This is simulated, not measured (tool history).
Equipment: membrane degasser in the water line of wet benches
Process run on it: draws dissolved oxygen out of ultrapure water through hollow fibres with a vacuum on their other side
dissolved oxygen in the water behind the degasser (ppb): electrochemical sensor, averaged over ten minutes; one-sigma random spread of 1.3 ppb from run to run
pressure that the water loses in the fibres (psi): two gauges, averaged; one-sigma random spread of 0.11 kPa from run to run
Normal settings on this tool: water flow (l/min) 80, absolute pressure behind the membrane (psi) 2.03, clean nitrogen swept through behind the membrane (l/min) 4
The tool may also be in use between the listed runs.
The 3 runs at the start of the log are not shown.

run    hour  water flow (l/min)  absolute pressure behind the membrane (psi)  clean nitrogen swept through behind the membrane (l/min)  dissolved oxygen in the water behind the degasser (ppb)  pressure that the water loses in the fibres (psi)
  4   513.3                  65                                         2.03                                                         4                                                    390.3                                              4.177
  5   598.7                 117                                         2.03                                                         4                                                    684.6                                              7.509
  6   703.6                  80                                         2.03                                                         4                                                    474.2                                              5.133
  7   787.1                  80                                         2.03                                                      2.53                                                    682.4                                              5.136
  8   948.1                  80                                         2.03                                                      2.53                                                    679.3                                              5.156
  9  1048.4                  80                                         2.03                                                         4                                                    473.3                                              5.158
 10  1187.8                  80                                         2.03                                                     10.94                                                      197                                              5.144
 11  1278.4                  80                                         2.03                                                         4                                                    474.1                                               5.14
 12  1421.7                  79                                         2.03                                                         4                                                    470.2                                              5.117
 13  1569.1                  80                                         2.03                                                         4                                                    473.7                                              5.156
 14  1720.8                  80                                         2.03                                                         4                                                    475.8                                              5.169
 15  1832.5                  80                                         2.03                                                         4                                                    476.4                                              5.162
     1973.1  -- seals of the vacuum lines changed
 16  1993.1                  80                                         2.03                                                         4                                                    476.7                                              5.165
 17  2178.2                  80                                         2.03                                                         4                                                      478                                              5.171
 18  2279.8                  80                                         2.03                                                         4                                                    477.8                                              5.127
 19  2403.2                  74                                         2.71                                                         4                                                    615.6                                              4.795
 20  2563.6                  74                                         2.71                                                         4                                                    619.3                                              4.802
     2579.6  -- vacuum gauge calibrated
 21  2752.2                  85                                         4.02                                                         4                                                   1052.2                                              5.527
 22  2893.3                  85                                         2.81                                                         4                                                    734.3                                              5.497
 23  3052.9                  71                                         1.87                                                         4                                                    394.4                                              4.635
 24  3160.4                  71                                         1.87                                                         4                                                    395.9                                              4.619
 25  3273.8                 117                                         4.92                                                      4.35                                                   1553.3                                                7.6
 26  3460.3                  80                                         1.75                                                      6.27                                                    276.8                                              5.221

The next listed run, before its measurement:
 27  3564.8                 114                                          1.8                                                         4                                                        ?                                                  ?

dissolved oxygen in the water behind the degasser (ppb): 602.7
pressure that the water loses in the fibres (psi): 7.423
Take away the tool's hidden state, keep the run-to-run variation as it was, and the same run would have given dissolved oxygen in the water behind the degasser (ppb) 566.2, pressure that the water loses in the fibres (psi) 7.145.

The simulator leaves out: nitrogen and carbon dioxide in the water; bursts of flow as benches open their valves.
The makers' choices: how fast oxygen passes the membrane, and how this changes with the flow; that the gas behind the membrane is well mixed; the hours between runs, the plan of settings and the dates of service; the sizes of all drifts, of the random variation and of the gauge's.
